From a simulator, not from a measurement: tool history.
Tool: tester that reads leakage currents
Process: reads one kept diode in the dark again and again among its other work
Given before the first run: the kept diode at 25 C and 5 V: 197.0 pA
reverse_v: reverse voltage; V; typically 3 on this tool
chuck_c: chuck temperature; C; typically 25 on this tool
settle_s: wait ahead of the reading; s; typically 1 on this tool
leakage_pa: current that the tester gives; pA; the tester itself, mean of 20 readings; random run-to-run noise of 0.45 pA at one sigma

{"run": 1, "hour": 0.0, "reverse_v": 3, "chuck_c": 25, "settle_s": 1, "leakage_pa": 149.58}
{"run": 2, "hour": 42.8, "reverse_v": 3, "chuck_c": 23, "settle_s": 1, "leakage_pa": 125.95}
{"run": 3, "hour": 92.9, "reverse_v": 3, "chuck_c": 25, "settle_s": 7.84, "leakage_pa": 149.44}
{"run": 4, "hour": 128.5, "reverse_v": 3, "chuck_c": 25, "settle_s": 6.15, "leakage_pa": 150.07}
{"run": 5, "hour": 211.1, "reverse_v": 3, "chuck_c": 25, "settle_s": 6.15, "leakage_pa": 149.78}
{"run": 6, "hour": 253.7, "reverse_v": 1.62, "chuck_c": 25, "settle_s": 1, "leakage_pa": 107.12}
{"run": 7, "hour": 331.8, "reverse_v": 2.39, "chuck_c": 25, "settle_s": 1, "leakage_pa": 132.43}
{"run": 8, "hour": 402.9, "reverse_v": 2.39, "chuck_c": 25, "settle_s": 1, "leakage_pa": 131.89}
{"run": 9, "hour": 453.0, "reverse_v": 2.39, "chuck_c": 25, "settle_s": 1, "leakage_pa": 132.87}
{"run": 10, "hour": 521.0, "reverse_v": 2.39, "chuck_c": 25, "settle_s": 1, "leakage_pa": 132.31}
{"hour": 529.7, "done": "probe card cleaned and baked"}
{"run": 11, "hour": 582.8, "reverse_v": 2.39, "chuck_c": 25, "settle_s": 1, "leakage_pa": 132.41}
{"run": 12, "hour": 658.1, "reverse_v": 2.39, "chuck_c": 25, "settle_s": 1, "leakage_pa": 132.56}
{"hour": 667.4, "done": "chuck's temperature calibrated"}
{"run": 13, "hour": 717.4, "reverse_v": 2.39, "chuck_c": 25, "settle_s": 1, "leakage_pa": 133.14}
{"run": 14, "hour": 785.7, "reverse_v": 2.39, "chuck_c": 25, "settle_s": 1, "leakage_pa": 132.87}
{"run": 15, "hour": 842.1, "reverse_v": 5.37, "chuck_c": 25, "settle_s": 1.35, "leakage_pa": 205.55}
{"run": 16, "hour": 924.1, "reverse_v": 3, "chuck_c": 22, "settle_s": 1, "leakage_pa": 115.81}
{"run": 17, "hour": 964.4, "reverse_v": 3, "chuck_c": 22, "settle_s": 5.11, "leakage_pa": 115.4}
{"run": 18, "hour": 1045.8, "reverse_v": 1.68, "chuck_c": 25, "settle_s": 8.33, "leakage_pa": 109.85}
{"run": 19, "hour": 1116.6, "reverse_v": 9.64, "chuck_c": 23, "settle_s": 1, "leakage_pa": 239.91}
{"run": 20, "hour": 1165.8, "reverse_v": 5.69, "chuck_c": 23, "settle_s": 1, "leakage_pa": 178.06}
{"run": 21, "hour": 1218.6, "reverse_v": 1.34, "chuck_c": 24, "settle_s": 6.37, "leakage_pa": 88.65}
{"run": 22, "hour": 1294.7, "reverse_v": 8.89, "chuck_c": 24, "settle_s": 6.37, "leakage_pa": 246.99}
{"run": 23, "hour": 1336.9, "reverse_v": 7.27, "chuck_c": 34, "settle_s": 0.65, "leakage_pa": 510.29}
{"run": 24, "hour": 1404.3, "reverse_v": 4.57, "chuck_c": 24, "settle_s": 4.33, "leakage_pa": 172.69}
{"run": 25, "hour": 1462.9, "reverse_v": 15.17, "chuck_c": 37, "settle_s": 2.97, "leakage_pa": 962.71}
{"run": 26, "hour": 1533.0, "reverse_v": 3.27, "chuck_c": 43, "settle_s": 1.97, "leakage_pa": 672.94}
{"run": 27, "hour": 1590.0, "reverse_v": 3.27, "chuck_c": 43, "settle_s": 1.97, "leakage_pa": 671.04}
{"run": 28, "hour": 1636.3, "reverse_v": 3.27, "chuck_c": 43, "settle_s": 1.97, "leakage_pa": 669.69}

What if the next run were any one of these 4? Each begins from the tool's condition after run 28:
{"run": "A", "hour": 1718.1, "reverse_v": 1.87, "chuck_c": 35, "settle_s": 1, "leakage_pa": "?"}
{"run": "B", "hour": 1718.1, "reverse_v": 17.6, "chuck_c": 25, "settle_s": 1, "leakage_pa": "?"}
{"run": "C", "hour": 1718.1, "reverse_v": 10.97, "chuck_c": 30, "settle_s": 1.41, "leakage_pa": "?"}
{"run": "D", "hour": 1718.1, "reverse_v": 3, "chuck_c": 25, "settle_s": 2.62, "leakage_pa": "?"}

run=A leakage_pa=265.13
run=B leakage_pa=388.57
run=C leakage_pa=459.61
run=D leakage_pa=149.04
The same runs, with their run-to-run variation unchanged, on a tool lacking any hidden condition would have given:
run=A leakage_pa=265.72
run=B leakage_pa=389.35
run=C leakage_pa=460.6
run=D leakage_pa=149.38
